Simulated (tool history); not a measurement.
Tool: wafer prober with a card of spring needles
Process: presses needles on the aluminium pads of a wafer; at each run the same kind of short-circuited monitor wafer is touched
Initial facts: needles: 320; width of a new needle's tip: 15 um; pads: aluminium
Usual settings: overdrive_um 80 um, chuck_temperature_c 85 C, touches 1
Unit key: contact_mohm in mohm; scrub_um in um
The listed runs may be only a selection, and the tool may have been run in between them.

Run 1, hour 0: usual settings. Result: contact_mohm 268 mohm, scrub_um 17.8 um.
At hour 5.5: tips cleaned on abrasive film.
Run 2, hour 13.5: usual settings but chuck_temperature_c 43 C. Result: contact_mohm 277 mohm, scrub_um 17.71 um.
At hour 19.2: tips cleaned on abrasive film.
At hour 34.5: tips cleaned on abrasive film.
Run 3, hour 36.7: usual settings but chuck_temperature_c 115 C. Result: contact_mohm 259 mohm, scrub_um 17.76 um.
At hour 50: tips cleaned on abrasive film.
Run 4, hour 51.8: usual settings but chuck_temperature_c 115 C. Result: contact_mohm 253 mohm, scrub_um 17.79 um.
At hour 63.4: tips cleaned on abrasive film.
At hour 78.1: tips cleaned on abrasive film.
Run 5, hour 78.1: usual settings. Result: contact_mohm 241 mohm, scrub_um 17.72 um.
At hour 92: tips cleaned on abrasive film.
Run 6, hour 100.2: usual settings but overdrive_um 71 um, touches 3. Result: contact_mohm 249 mohm, scrub_um 15.73 um.
At hour 106.6: tips cleaned on abrasive film.
Run 7, hour 118.5: usual settings but overdrive_um 94 um. Result: contact_mohm 259 mohm, scrub_um 20.69 um.
At hour 121.2: tips cleaned on abrasive film.
Run 8, hour 131.6: usual settings but chuck_temperature_c 82 C. Result: contact_mohm 268 mohm, scrub_um 17.54 um.
At hour 137.1: tips cleaned on abrasive film.
Run 9, hour 149: usual settings but overdrive_um 75 um, chuck_temperature_c 31 C. Result: contact_mohm 265 mohm, scrub_um 16.39 um.
At hour 150.8: tips cleaned on abrasive film.
At hour 166.4: tips cleaned on abrasive film.
At hour 174.5: tips cleaned on abrasive film, once more.
Run 10, hour 176.5: usual settings but touches 2. Result: contact_mohm 243 mohm, scrub_um 17.53 um.

4 options for the next run, each taken on its own from the tool as it stands now. Forecast them:
At hour 190.4: tips cleaned on abrasive film.
Run A, hour 197.4: usual settings but chuck_temperature_c 69 C, touches 2. Result: contact_mohm ?, scrub_um ?.
At hour 190.4: tips cleaned on abrasive film.
Run B, hour 197.4: usual settings but chuck_temperature_c 75 C, touches 2. Result: contact_mohm ?, scrub_um ?.
At hour 190.4: tips cleaned on abrasive film.
Run C, hour 197.4: usual settings but chuck_temperature_c 36 C, touches 3. Result: contact_mohm ?, scrub_um ?.
At hour 190.4: tips cleaned on abrasive film.
Run D, hour 197.4: usual settings but overdrive_um 70 um. Result: contact_mohm ?, scrub_um ?.

run  contact_mohm  scrub_um
  A           253     17.55
  B           248     17.56
  C           236     17.43
  D           272     15.28
With no hidden state in the tool, these same runs would have given:
run  contact_mohm  scrub_um
  A           237     17.86
  B           233     17.88
  C           226     17.74
  D           241     15.59
